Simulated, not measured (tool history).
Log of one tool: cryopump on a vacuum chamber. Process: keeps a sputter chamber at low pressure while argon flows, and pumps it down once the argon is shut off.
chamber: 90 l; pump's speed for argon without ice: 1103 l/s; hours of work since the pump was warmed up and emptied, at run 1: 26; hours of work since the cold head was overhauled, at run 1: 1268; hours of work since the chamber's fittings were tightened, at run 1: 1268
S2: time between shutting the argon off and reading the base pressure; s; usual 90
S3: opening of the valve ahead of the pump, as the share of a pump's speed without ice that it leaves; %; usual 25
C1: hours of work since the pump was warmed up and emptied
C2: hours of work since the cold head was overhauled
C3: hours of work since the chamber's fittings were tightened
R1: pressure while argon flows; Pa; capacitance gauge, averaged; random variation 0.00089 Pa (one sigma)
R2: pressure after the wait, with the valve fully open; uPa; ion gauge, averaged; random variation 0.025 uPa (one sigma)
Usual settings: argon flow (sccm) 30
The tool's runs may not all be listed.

{"run": 1, "hour": 0.0, "argon flow (sccm)": 30, "S2": 90, "S3": 25, "C1": 26, "C2": 1268, "C3": 1268, "R1": 0.187, "R2": 1.19}
{"run": 2, "hour": 82.6, "argon flow (sccm)": 30, "S2": 90, "S3": 25, "C1": 71, "C2": 1312, "C3": 1312, "R1": 0.1866, "R2": 1.19}
{"run": 3, "hour": 175.7, "argon flow (sccm)": 30, "S2": 90, "S3": 25, "C1": 120, "C2": 1362, "C3": 1362, "R1": 0.1877, "R2": 1.24}
{"run": 4, "hour": 266.2, "argon flow (sccm)": 30, "S2": 90, "S3": 25, "C1": 169, "C2": 1411, "C3": 1411, "R1": 0.1901, "R2": 1.31}
{"run": 5, "hour": 346.9, "argon flow (sccm)": 30, "S2": 203, "S3": 25, "C1": 212, "C2": 1454, "C3": 1454, "R1": 0.1893, "R2": 0.85}
{"run": 6, "hour": 399.5, "argon flow (sccm)": 30, "S2": 203, "S3": 25, "C1": 240, "C2": 1482, "C3": 1482, "R1": 0.191, "R2": 0.87}

Forecast run 7:
{"run": 7, "hour": 480.1, "argon flow (sccm)": 43, "S2": 83, "S3": 25, "C1": 283, "C2": 1525, "C3": 1525, "R1": "?", "R2": "?"}

R1: 0.2753 Pa
R2: 1.40 uPa
Without the tool's hidden state the same run would have given R1 0.2633 Pa, R2 1.10 uPa.

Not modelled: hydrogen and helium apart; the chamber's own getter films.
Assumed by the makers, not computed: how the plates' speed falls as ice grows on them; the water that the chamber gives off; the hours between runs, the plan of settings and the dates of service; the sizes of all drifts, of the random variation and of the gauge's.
